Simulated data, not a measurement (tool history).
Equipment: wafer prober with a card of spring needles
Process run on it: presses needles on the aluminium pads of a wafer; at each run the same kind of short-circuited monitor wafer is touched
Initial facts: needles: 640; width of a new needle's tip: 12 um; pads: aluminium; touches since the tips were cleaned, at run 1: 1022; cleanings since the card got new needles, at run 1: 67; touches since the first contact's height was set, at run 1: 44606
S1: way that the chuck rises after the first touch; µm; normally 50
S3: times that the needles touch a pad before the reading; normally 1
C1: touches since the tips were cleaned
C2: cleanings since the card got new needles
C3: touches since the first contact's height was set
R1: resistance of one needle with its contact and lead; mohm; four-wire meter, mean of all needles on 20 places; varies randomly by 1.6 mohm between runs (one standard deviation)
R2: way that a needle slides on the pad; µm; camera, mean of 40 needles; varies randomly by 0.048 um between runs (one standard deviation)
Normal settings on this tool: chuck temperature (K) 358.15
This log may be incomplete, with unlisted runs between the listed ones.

run 1 hour=0 | S1=50 chuck_temperature_(K)=358.15 S3=1 | C1=1022 C2=67 C3=44606 | R1=206 R2=6.3
-- hour=5 tips cleaned on abrasive film
-- hour=13.1 tips cleaned on abrasive film
run 2 hour=19.5 | S1=50 chuck_temperature_(K)=358.15 S3=1 | C1=2148 C2=69 C3=51090 | R1=248 R2=6.2
-- hour=21.2 tips cleaned on abrasive film
-- hour=28.9 tips cleaned on abrasive film
-- hour=37 tips cleaned on abrasive film
run 3 hour=41.1 | S1=50 chuck_temperature_(K)=358.15 S3=1 | C1=1397 C2=72 C3=58247 | R1=235 R2=6.16
-- hour=44.5 tips cleaned on abrasive film
-- hour=52.5 tips cleaned on abrasive film
-- hour=60.5 tips cleaned on abrasive film
-- hour=67.2 height of the first contact set anew
-- hour=69 tips cleaned on abrasive film
run 4 hour=71.8 | S1=50 chuck_temperature_(K)=358.15 S3=1 | C1=961 C2=76 C3=1506 | R1=202 R2=6.48
-- hour=76.5 tips cleaned on abrasive film
-- hour=83 tips cleaned on abrasive film
-- hour=91 tips cleaned on abrasive film
run 5 hour=96.3 | S1=50 chuck_temperature_(K)=358.15 S3=1 | C1=1772 C2=79 C3=9620 | R1=231 R2=6.48
-- hour=98 tips cleaned on abrasive film
-- hour=106 tips cleaned on abrasive film
-- hour=107.7 tips cleaned on abrasive film, once more
-- hour=115.4 tips cleaned on abrasive film
-- hour=123.3 tips cleaned on abrasive film
run 6 hour=126.1 | S1=50 chuck_temperature_(K)=358.15 S3=1 | C1=956 C2=84 C3=19480 | R1=212 R2=6.39
-- hour=131.1 tips cleaned on abrasive film
-- hour=138.8 tips cleaned on abrasive film
-- hour=147 tips cleaned on abrasive film
run 7 hour=152.8 | S1=50 chuck_temperature_(K)=358.15 S3=1 | C1=1955 C2=87 C3=28337 | R1=244 R2=6.33
-- hour=154.5 tips cleaned on abrasive film
-- hour=162.5 tips cleaned on abrasive film
run 8 hour=165.6 | S1=50 chuck_temperature_(K)=358.15 S3=1 | C1=1053 C2=89 C3=32571 | R1=219 R2=6.36
-- hour=170.5 tips cleaned on abrasive film
-- hour=178.4 tips cleaned on abrasive film
run 9 hour=183.1 | S1=50 chuck_temperature_(K)=358.15 S3=1 | C1=1578 C2=91 C3=38357 | R1=233 R2=6.25
-- hour=186.4 tips cleaned on abrasive film
-- hour=194.6 tips cleaned on abrasive film
-- hour=202.5 tips cleaned on abrasive film
run 10 hour=206.9 | S1=50 chuck_temperature_(K)=358.15 S3=1 | C1=1455 C2=94 C3=46260 | R1=241 R2=6.23
-- hour=210.2 tips cleaned on abrasive film
-- hour=217.8 tips cleaned on abrasive film
-- hour=225.9 tips cleaned on abrasive film
-- hour=232.5 tips cleaned on abrasive film
run 11 hour=232.5 | S1=50 chuck_temperature_(K)=358.15 S3=1 | C1=0 C2=98 C3=54721 | R1=173 R2=6.21
-- hour=240.4 tips cleaned on abrasive film
-- hour=248.5 tips cleaned on abrasive film
-- hour=256.5 tips cleaned on abrasive film
run 12 hour=256.5 | S1=50 chuck_temperature_(K)=358.15 S3=1 | C1=0 C2=101 C3=62701 | R1=171 R2=6.05
-- hour=264.6 tips cleaned on abrasive film
-- hour=269.5 height of the first contact set anew
-- hour=272.8 tips cleaned on abrasive film
-- hour=280.9 tips cleaned on abrasive film
run 13 hour=280.9 | S1=50 chuck_temperature_(K)=358.15 S3=1 | C1=0 C2=104 C3=3777 | R1=169 R2=6.42
-- hour=288.9 tips cleaned on abrasive film
-- hour=296.2 tips cleaned on abrasive film
run 14 hour=296.2 | S1=50 chuck_temperature_(K)=358.15 S3=1 | C1=0 C2=106 C3=8860 | R1=173 R2=6.48
-- hour=304.2 tips cleaned on abrasive film
-- hour=312.4 tips cleaned on abrasive film
run 15 hour=316.1 | S1=50 chuck_temperature_(K)=358.15 S3=1 | C1=1225 C2=108 C3=15455 | R1=222 R2=6.44
-- hour=319.4 tips cleaned on abrasive film
-- hour=327.3 tips cleaned on abrasive film
run 16 hour=333.7 | S1=35 chuck_temperature_(K)=304.15 S3=1 | C1=2142 C2=110 C3=21308 | R1=379 R2=4.4
-- hour=335.3 tips cleaned on abrasive film
-- hour=343.3 tips cleaned on abrasive film
-- hour=351.1 tips cleaned on abrasive film
run 17 hour=354.4 | S1=64 chuck_temperature_(K)=358.15 S3=1 | C1=1087 C2=113 C3=28147 | R1=201 R2=8.23
-- hour=359.3 tips cleaned on abrasive film
-- hour=367 tips cleaned on abrasive film
run 18 hour=370.2 | S1=64 chuck_temperature_(K)=336.15 S3=3 | C1=1075 C2=115 C3=33416 | R1=165 R2=8.16
-- hour=375.2 tips cleaned on abrasive film
-- hour=383 tips cleaned on abrasive film
-- hour=391 tips cleaned on abrasive film
-- hour=399.2 tips cleaned on abrasive film
run 19 hour=401.6 | S1=69 chuck_temperature_(K)=330.15 S3=2 | C1=801 C2=119 C3=43803 | R1=170 R2=8.77
-- hour=406.5 tips cleaned on abrasive film
-- hour=414.6 tips cleaned on abrasive film
-- hour=422.8 tips cleaned on abrasive film
run 20 hour=425.6 | S1=32 chuck_temperature_(K)=315.15 S3=1 | C1=936 C2=122 C3=51765 | R1=317 R2=3.86
-- hour=430.2 tips cleaned on abrasive film
-- hour=438.3 tips cleaned on abrasive film
-- hour=446.1 tips cleaned on abrasive film
run 21 hour=452.2 | S1=34 chuck_temperature_(K)=358.15 S3=2 | C1=2049 C2=125 C3=60587 | R1=297 R2=4.07
-- hour=453.9 tips cleaned on abrasive film
-- hour=462.1 tips cleaned on abrasive film
run 22 hour=467.9 | S1=46 chuck_temperature_(K)=339.15 S3=2 | C1=1963 C2=127 C3=65819 | R1=234 R2=5.65
-- hour=469.6 tips cleaned on abrasive film
-- hour=471.4 height of the first contact set anew
-- hour=477.9 tips cleaned on abrasive film
-- hour=485.4 tips cleaned on abrasive film
run 23 hour=490 | S1=54 chuck_temperature_(K)=385.15 S3=2 | C1=1541 C2=130 C3=6161 | R1=201 R2=7.06
-- hour=493.2 tips cleaned on abrasive film
-- hour=501.2 tips cleaned on abrasive film
-- hour=507.8 tips cleaned on abrasive film
run 24 hour=512.9 | S1=54 chuck_temperature_(K)=337.15 S3=2 | C1=1726 C2=133 C3=13751 | R1=207 R2=6.99
-- hour=514.5 tips cleaned on abrasive film
-- hour=522.4 tips cleaned on abrasive film
-- hour=530.3 tips cleaned on abrasive film
-- hour=536.9 tips cleaned on abrasive film
run 25 hour=541.9 | S1=52 chuck_temperature_(K)=359.15 S3=1 | C1=1671 C2=137 C3=23351 | R1=250 R2=6.61
-- hour=543.6 tips cleaned on abrasive film
-- hour=551.4 tips cleaned on abrasive film
-- hour=559.2 tips cleaned on abrasive film
-- hour=567.1 tips cleaned on abrasive film
run 26 hour=568.9 | S1=52 chuck_temperature_(K)=397.15 S3=3 | C1=585 C2=141 C3=32288 | R1=185 R2=6.61

Alternative continuations, all from the tool just after run 26; predict every row:
-- hour=573.8 tips cleaned on abrasive film
-- hour=582 tips cleaned on abrasive film
-- hour=589.9 tips cleaned on abrasive film
-- hour=597.8 tips cleaned on abrasive film
run A hour=599.6 | S1=47 chuck_temperature_(K)=320.15 S3=1 | C1=586 C2=145 C3=42463 | R1=? R2=?
-- hour=573.8 tips cleaned on abrasive film
-- hour=582 tips cleaned on abrasive film
-- hour=589.9 tips cleaned on abrasive film
-- hour=597.8 tips cleaned on abrasive film
run B hour=599.6 | S1=46 chuck_temperature_(K)=397.15 S3=2 | C1=586 C2=145 C3=42463 | R1=? R2=?
-- hour=573.8 tips cleaned on abrasive film
-- hour=582 tips cleaned on abrasive film
-- hour=589.9 tips cleaned on abrasive film
-- hour=597.8 tips cleaned on abrasive film
run C hour=599.6 | S1=50 chuck_temperature_(K)=320.15 S3=1 | C1=586 C2=145 C3=42463 | R1=? R2=?
-- hour=573.8 tips cleaned on abrasive film
-- hour=582 tips cleaned on abrasive film
-- hour=589.9 tips cleaned on abrasive film
-- hour=597.8 tips cleaned on abrasive film
run D hour=599.6 | S1=39 chuck_temperature_(K)=301.15 S3=3 | C1=586 C2=145 C3=42463 | R1=? R2=?

run=A R1=210 R2=5.9
run=B R1=202 R2=5.74
run=C R1=203 R2=6.29
run=D R1=184 R2=4.87
Take away the tool's hidden state, keep each run's random variation, and the runs would have read:
run=A R1=147 R2=6.15
run=B R1=162 R2=5.98
run=C R1=147 R2=6.53
run=D R1=146 R2=5.11
